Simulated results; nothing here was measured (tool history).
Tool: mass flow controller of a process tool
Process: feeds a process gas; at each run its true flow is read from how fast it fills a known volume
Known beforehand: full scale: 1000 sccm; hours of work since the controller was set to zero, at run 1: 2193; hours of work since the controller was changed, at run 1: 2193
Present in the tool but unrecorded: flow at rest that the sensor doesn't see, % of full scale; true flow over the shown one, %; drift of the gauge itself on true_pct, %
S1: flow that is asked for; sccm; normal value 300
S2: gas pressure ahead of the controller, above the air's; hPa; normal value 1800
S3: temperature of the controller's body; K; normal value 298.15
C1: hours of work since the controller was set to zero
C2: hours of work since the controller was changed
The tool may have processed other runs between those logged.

Run 1, hour 0.0: usual settings; C1 2193; C2 2193. Result: true flow (%) 97.63.
Run 2, hour 325.6: usual settings but S3 301.15 K; C1 2343; C2 2343. Result: true flow (%) 97.39.
Run 3, hour 691.7: usual settings but S3 301.15 K; C1 2511; C2 2511. Result: true flow (%) 97.38.
Run 4, hour 888.5: usual settings but S1 224 sccm; C1 2602; C2 2602. Result: true flow (%) 97.17.
Run 5, hour 1219.1: usual settings but S1 224 sccm; C1 2754; C2 2754. Result: true flow (%) 97.45.
Run 6, hour 1517.5: usual settings but S1 998 sccm; C1 2891; C2 2891. Result: true flow (%) 100.01.
Run 7, hour 1705.1: usual settings but S1 998 sccm; C1 2977; C2 2977. Result: true flow (%) 100.01.
Run 8, hour 2096.0: usual settings but S1 560 sccm; C1 3157; C2 3157. Result: true flow (%) 98.54.
Run 9, hour 2390.9: usual settings but S1 560 sccm; C1 3292; C2 3292. Result: true flow (%) 98.50.
Run 10, hour 2560.5: usual settings but S1 560 sccm; C1 3370; C2 3370. Result: true flow (%) 98.40.
Run 11, hour 2744.8: usual settings but S3 305.15 K; C1 3455; C2 3455. Result: true flow (%) 97.12.
Run 12, hour 2983.3: usual settings but S3 293.15 K; C1 3565; C2 3565. Result: true flow (%) 98.03.
Run 13, hour 3317.5: usual settings but S3 301.15 K; C1 3718; C2 3718. Result: true flow (%) 97.50.
Run 14, hour 3572.7: usual settings but S1 313 sccm; C1 3836; C2 3836. Result: true flow (%) 97.73.
Run 15, hour 3897.8: usual settings but S1 131 sccm; C1 3985; C2 3985. Result: true flow (%) 97.16.
Run 16, hour 4132.2: usual settings but S1 131 sccm; C1 4093; C2 4093. Result: true flow (%) 97.09.
Run 17, hour 4498.3: usual settings but S1 131 sccm; C1 4261; C2 4261. Result: true flow (%) 97.14.
Run 18, hour 4802.0: usual settings but S1 325 sccm, S2 1560 hPa, S3 308.15 K; C1 4401; C2 4401. Result: true flow (%) 96.93.
Run 19, hour 4969.7: usual settings but S1 520 sccm, S2 1740 hPa, S3 308.15 K; C1 4478; C2 4478. Result: true flow (%) 97.61.
Run 20, hour 5234.9: usual settings but S1 520 sccm, S2 1740 hPa, S3 304.15 K; C1 4600; C2 4600. Result: true flow (%) 97.96.
Run 21, hour 5507.8: usual settings but S1 106 sccm, S2 2500 hPa, S3 299.15 K; C1 4725; C2 4725. Result: true flow (%) 97.57.
Run 22, hour 5883.6: usual settings but S1 105 sccm, S2 2200 hPa, S3 310.15 K; C1 4898; C2 4898. Result: true flow (%) 96.68.
Run 23, hour 6251.4: usual settings but S1 382 sccm, S3 296.15 K; C1 5067; C2 5067. Result: true flow (%) 98.32.
Run 24, hour 6434.0: usual settings but S1 387 sccm, S2 1760 hPa, S3 311.15 K; C1 5151; C2 5151. Result: true flow (%) 97.26.

Run 25 is up next; what results do you expect?
Run 25, hour 6709.0: usual settings but S1 387 sccm, S2 1760 hPa, S3 311.15 K; C1 5278; C2 5278. Result: true flow (%) ?.

{"run 25": {"true flow (%)": 97.28}}
Minus the tool's unlogged condition, the same run would have read true flow (%) 96.89.

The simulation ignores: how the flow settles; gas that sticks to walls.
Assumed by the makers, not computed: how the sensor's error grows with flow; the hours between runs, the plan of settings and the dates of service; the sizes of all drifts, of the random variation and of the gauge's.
